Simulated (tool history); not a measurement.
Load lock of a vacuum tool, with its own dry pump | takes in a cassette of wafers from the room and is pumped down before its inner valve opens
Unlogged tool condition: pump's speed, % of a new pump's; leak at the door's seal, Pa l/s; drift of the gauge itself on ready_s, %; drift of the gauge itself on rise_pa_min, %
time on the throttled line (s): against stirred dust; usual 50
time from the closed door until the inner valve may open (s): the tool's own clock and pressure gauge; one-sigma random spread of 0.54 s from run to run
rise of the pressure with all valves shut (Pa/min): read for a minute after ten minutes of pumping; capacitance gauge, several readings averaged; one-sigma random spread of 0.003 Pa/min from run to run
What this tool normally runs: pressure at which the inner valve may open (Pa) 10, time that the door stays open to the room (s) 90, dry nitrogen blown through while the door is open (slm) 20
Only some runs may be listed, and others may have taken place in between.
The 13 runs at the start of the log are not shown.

run,hour,time on the throttled line (s),pressure at which the inner valve may open (Pa),time that the door stays open to the room (s),dry nitrogen blown through while the door is open (slm),hours that the pump has run since its overhaul,times that the door has closed on its seal,"incoming humidity of the room's air, %",time from the closed door until the inner valve may open (s),rise of the pressure with all valves shut (Pa/min)
# hour 3040.6: dry pump taken out, an overhauled one fitted
14,3170.6,50,12,90,20,130,2977,47.8,103.0,0.038
15,3321.2,50,12,90,20,281,3554,44.5,103.0,0.038
16,3597.4,50,12,90,20,557,4612,42.8,103.0,0.045
17,3781.0,50,12,90,20,740,5316,46.3,102.8,0.049
18,3945.6,50,12,90,20,905,5947,44.4,103.4,0.048
19,4207.8,50,10,195,20,1167,6952,42.2,105.0,0.071
20,4388.3,50,10,195,20,1348,7644,44.9,104.8,0.078
21,4677.8,50,15,26,20,1637,8754,48.3,101.9,0.056
22,4960.4,50,15,26,20,1920,9837,44.2,102.7,0.058
23,5250.8,86,10,193,11,2210,10950,41.5,132.0,0.105
24,5381.1,29,12,193,11,2340,11449,45.8,90.5,0.110
25,5639.2,29,12,193,11,2599,12438,44.3,90.7,0.117
26,5928.7,29,12,193,11,2888,13548,41.2,90.8,0.124
27,6069.8,57,9,98,13,3029,14089,46.1,113.4,0.112
28,6263.8,36,10,34,45,3223,14832,47.2,99.2,0.088
29,6552.0,91,12,158,10,3511,15937,46.6,135.9,0.140
30,6747.7,91,12,158,10,3707,16687,43.2,134.8,0.142
31,6988.0,85,19,120,14,3947,17608,46.7,128.7,0.139
32,7174.1,50,10,83,23,4133,18322,45.1,109.0,0.135
33,7464.6,50,7,43,5,4424,19435,40.0,113.1,0.145
34,7720.6,50,10,30,19,4680,20416,45.3,110.0,0.146
35,7966.6,50,7,90,44,4926,21359,44.8,112.4,0.159

3 options for the next run, each taken on its own from the tool as it stands now. Forecast them:
A,8112.5,50,7,167,36,5072,21918,43.6,?,?
B,8112.5,50,17,238,20,5072,21918,46.6,?,?
C,8112.5,37,7,90,6,5072,21918,45.4,?,?

run,time from the closed door until the inner valve may open (s),rise of the pressure with all valves shut (Pa/min)
A,113.0,0.172
B,106.5,0.193
C,104.0,0.179
With no hidden state in the tool, these same runs would have given:
run,time from the closed door until the inner valve may open (s),rise of the pressure with all valves shut (Pa/min)
A,106.5,0.023
B,100.8,0.043
C,97.3,0.031

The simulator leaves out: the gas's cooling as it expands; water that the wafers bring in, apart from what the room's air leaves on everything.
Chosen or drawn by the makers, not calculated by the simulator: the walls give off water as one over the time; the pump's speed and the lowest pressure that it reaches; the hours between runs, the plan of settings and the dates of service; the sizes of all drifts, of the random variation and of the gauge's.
